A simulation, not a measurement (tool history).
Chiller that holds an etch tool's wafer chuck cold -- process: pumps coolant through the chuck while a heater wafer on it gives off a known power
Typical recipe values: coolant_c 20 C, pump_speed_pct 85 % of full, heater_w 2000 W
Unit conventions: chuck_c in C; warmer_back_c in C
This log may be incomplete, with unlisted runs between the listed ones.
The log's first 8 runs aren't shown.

Run 9, hour 458.2: usual settings but heater_w 1503 W. Result: chuck_c 32.6 C, warmer_back_c 4.71 C.
Run 10, hour 530.8: usual settings but heater_w 1503 W. Result: chuck_c 32.8 C, warmer_back_c 4.64 C.
Run 11, hour 589.8: usual settings but heater_w 1503 W. Result: chuck_c 33.0 C, warmer_back_c 4.63 C.
Run 12, hour 671.2: usual settings but heater_w 1285 W. Result: chuck_c 31.0 C, warmer_back_c 4.00 C.
Run 13, hour 710.0: usual settings. Result: chuck_c 36.9 C, warmer_back_c 6.26 C.
Run 14, hour 747.4: usual settings. Result: chuck_c 36.9 C, warmer_back_c 6.20 C.
Run 15, hour 822.3: usual settings but heater_w 1045 W. Result: chuck_c 28.8 C, warmer_back_c 3.25 C.
Run 16, hour 909.5: usual settings. Result: chuck_c 37.0 C, warmer_back_c 6.23 C.
Run 17, hour 952.3: usual settings. Result: chuck_c 37.2 C, warmer_back_c 6.22 C.
Run 18, hour 1005.6: usual settings but coolant_c 15 C, pump_speed_pct 62 % of full, heater_w 1417 W. Result: chuck_c 30.2 C, warmer_back_c 5.95 C.
Run 19, hour 1091.2: usual settings but coolant_c 15 C, pump_speed_pct 60 % of full, heater_w 1009 W. Result: chuck_c 26.2 C, warmer_back_c 4.41 C.
Run 20, hour 1145.6: usual settings but coolant_c 15 C, pump_speed_pct 60 % of full, heater_w 1009 W. Result: chuck_c 26.0 C, warmer_back_c 4.42 C.
Run 21, hour 1226.8: usual settings but coolant_c 28 C, heater_w 1765 W. Result: chuck_c 42.9 C, warmer_back_c 5.52 C.
Run 22, hour 1274.0: usual settings but coolant_c 28 C, heater_w 1765 W. Result: chuck_c 42.8 C, warmer_back_c 5.44 C.
Run 23, hour 1354.0: usual settings but heater_w 1765 W. Result: chuck_c 35.0 C, warmer_back_c 5.45 C.
Run 24, hour 1417.5: usual settings but coolant_c 17 C, heater_w 1923 W. Result: chuck_c 33.4 C, warmer_back_c 5.92 C.
Run 25, hour 1470.5: usual settings but coolant_c 17 C, heater_w 1923 W. Result: chuck_c 33.4 C, warmer_back_c 5.93 C.
Run 26, hour 1526.7: usual settings but heater_w 1886 W. Result: chuck_c 36.0 C, warmer_back_c 5.89 C.
Run 27, hour 1602.0: usual settings but coolant_c 16 C, pump_speed_pct 65 % of full, heater_w 1886 W. Result: chuck_c 35.3 C, warmer_back_c 7.59 C.
Run 28, hour 1664.8: usual settings but coolant_c 16 C, pump_speed_pct 65 % of full, heater_w 1886 W. Result: chuck_c 35.5 C, warmer_back_c 7.57 C.
Run 29, hour 1704.9: usual settings but coolant_c 15 C, pump_speed_pct 71 % of full. Result: chuck_c 34.3 C, warmer_back_c 7.42 C.
Run 30, hour 1788.8: usual settings but coolant_c 24 C, pump_speed_pct 63 % of full. Result: chuck_c 44.9 C, warmer_back_c 8.33 C.
Run 31, hour 1876.7: usual settings but coolant_c 24 C, pump_speed_pct 63 % of full. Result: chuck_c 45.1 C, warmer_back_c 8.32 C.
Run 32, hour 1964.5: usual settings but pump_speed_pct 60 % of full, heater_w 1326 W. Result: chuck_c 34.4 C, warmer_back_c 5.70 C.

3 options for the next run, each taken on its own from the tool as it stands now. Forecast them:
At hour 2004.3: chiller's thermometer calibrated.
Run A, hour 2030.3: usual settings but coolant_c 25 C, pump_speed_pct 70 % of full, heater_w 1326 W. Result: chuck_c ?, warmer_back_c ?.
At hour 2004.3: chiller's thermometer calibrated.
Run B, hour 2030.3: usual settings but coolant_c 15 C, heater_w 2012 W. Result: chuck_c ?, warmer_back_c ?.
At hour 2004.3: chiller's thermometer calibrated.
Run C, hour 2030.3: usual settings but pump_speed_pct 91 % of full, heater_w 1759 W. Result: chuck_c ?, warmer_back_c ?.

run  chuck_c  warmer_back_c
  A     37.9           4.97
  B     32.0           6.19
  C     34.4           5.15
The same runs, with their run-to-run variation unchanged, on a tool lacking any hidden condition would have given:
run  chuck_c  warmer_back_c
  A     37.8           4.97
  B     32.0           6.19
  C     34.4           5.15
